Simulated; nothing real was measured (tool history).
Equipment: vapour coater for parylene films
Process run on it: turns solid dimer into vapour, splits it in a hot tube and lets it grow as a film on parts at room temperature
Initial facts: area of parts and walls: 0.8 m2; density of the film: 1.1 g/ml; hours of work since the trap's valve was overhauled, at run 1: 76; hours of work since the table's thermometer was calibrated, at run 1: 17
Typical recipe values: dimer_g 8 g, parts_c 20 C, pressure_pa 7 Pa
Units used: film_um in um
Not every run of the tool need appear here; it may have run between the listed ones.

run    day  dimer_g  parts_c  pressure_pa  hours of work since the trap's valve was overhauled  hours of work since the table's thermometer was calibrated  film_um
  1      0        8       20            7                                                   76                                                          17     5.52
  2  0.538        8       20            7                                                   87                                                          28      5.6
  3  1.062        8       20            7                                                   98                                                          39     5.58
  4  1.704        8       20            7                                                  111                                                          52     5.63
  5  2.379        8       20            7                                                  125                                                          66     5.61
  6  2.921        8       20            7                                                  136                                                          77     5.58
  7  3.229        8       20            7                                                  142                                                          83     5.58
  8  3.646        8       20            7                                                  150                                                          92      5.6
  9  4.317        6       20            7                                                  164                                                         106     4.15
 10  4.638        3       22            7                                                  171                                                         112     1.92
 11  5.125        3       22            7                                                  181                                                         122      1.9
 12  5.462        3       28            7                                                  187                                                         129     1.49
 13  5.796        9       28         7.86                                                  194                                                         136     4.42
 14    6.3        8       18         2.92                                                  205                                                         146      6.4
 15  6.712        8       18         2.92                                                  213                                                         154     6.39
 16  7.179       11       18         5.87                                                  223                                                         164      8.3
 17  7.788       11       20            7                                                  235                                                         176      7.6

3 ways to go on from here, each from the tool as it stands after run 17. What would each give?
  A  8.104        8       14         11.8                                                  241                                                         183        ?
  B  8.104        7       23         4.61                                                  241                                                         183        ?
  C  8.104        5       20            7                                                  241                                                         183        ?

run  film_um
  A     6.73
  B     4.36
  C     3.42
Had the tool no hidden state, the same runs would have come out as:
run  film_um
  A     6.98
  B     4.53
  C     3.55
